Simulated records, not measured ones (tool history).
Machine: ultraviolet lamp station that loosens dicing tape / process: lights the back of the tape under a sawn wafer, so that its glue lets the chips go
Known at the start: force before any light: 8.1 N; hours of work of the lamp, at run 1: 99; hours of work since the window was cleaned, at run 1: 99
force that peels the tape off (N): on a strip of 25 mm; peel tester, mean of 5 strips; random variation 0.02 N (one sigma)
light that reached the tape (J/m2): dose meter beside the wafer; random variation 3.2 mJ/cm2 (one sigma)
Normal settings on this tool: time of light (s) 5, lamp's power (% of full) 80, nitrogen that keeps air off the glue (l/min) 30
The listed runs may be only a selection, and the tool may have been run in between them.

| run | hour | time of light (s) | lamp's power (% of full) | nitrogen that keeps air off the glue (l/min) | hours of work of the lamp | hours of work since the window was cleaned | force that peels the tape off (N) | light that reached the tape (J/m2) |
|---|---|---|---|---|---|---|---|---|
| 1 | 0.0 | 5 | 80 | 30 | 99 | 99 | 1.031 | 4570 |
| 2 | 4.6 | 5 | 69 | 30 | 102 | 102 | 1.442 | 3940 |
| 3 | 10.1 | 10 | 80 | 30 | 107 | 107 | 0.296 | 9290 |
| 4 | 15.7 | 8 | 80 | 30 | 111 | 111 | 0.443 | 7220 |
| 5 | 26.0 | 5 | 80 | 12 | 119 | 119 | 1.832 | 4500 |
| 6 | 34.0 | 5 | 80 | 12 | 126 | 126 | 1.867 | 4500 |
|  | 35.6 | window cleaned of glue's vapour |
| 7 | 42.2 | 5 | 71 | 30 | 132 | 5 | 1.455 | 3940 |
| 8 | 51.0 | 5 | 71 | 30 | 138 | 12 | 1.475 | 3910 |
| 9 | 57.7 | 5 | 71 | 30 | 144 | 17 | 1.441 | 3930 |
| 10 | 66.7 | 5 | 71 | 30 | 151 | 24 | 1.456 | 3920 |
| 11 | 76.1 | 5 | 80 | 32 | 158 | 32 | 1.169 | 4350 |
| 12 | 84.4 | 4 | 62 | 12 | 165 | 38 | 3.315 | 2700 |
|  | 85.4 | window cleaned of glue's vapour, once more |
| 13 | 94.3 | 4 | 62 | 12 | 172 | 7 | 3.238 | 2880 |
| 14 | 101.5 | 8 | 80 | 30 | 178 | 13 | 0.459 | 7270 |
| 15 | 112.5 | 6 | 65 | 36 | 186 | 21 | 1.106 | 4400 |

Consider 4 possible next runs. They are alternatives, not a sequence: every one starts from the tool as it was left by run 15. What does each give?
| A | 122.8 | 4 | 69 | 10 | 195 | 29 | ? | ? |
| B | 122.8 | 5 | 93 | 9 | 195 | 29 | ? | ? |
| C | 122.8 | 3 | 80 | 30 | 195 | 29 | ? | ? |
| D | 122.8 | 8 | 64 | 46 | 195 | 29 | ? | ? |

| run | force that peels the tape off (N) | light that reached the tape (J/m2) |
|---|---|---|
| A | 3.152 | 3090 |
| B | 1.790 | 5150 |
| C | 2.340 | 2700 |
| D | 0.583 | 5650 |
Take away the tool's hidden state, keep each run's random variation, and the runs would have read:
| run | force that peels the tape off (N) | light that reached the tape (J/m2) |
|---|---|---|
| A | 2.881 | 3390 |
| B | 1.560 | 5650 |
| C | 2.091 | 2960 |
| D | 0.484 | 6200 |

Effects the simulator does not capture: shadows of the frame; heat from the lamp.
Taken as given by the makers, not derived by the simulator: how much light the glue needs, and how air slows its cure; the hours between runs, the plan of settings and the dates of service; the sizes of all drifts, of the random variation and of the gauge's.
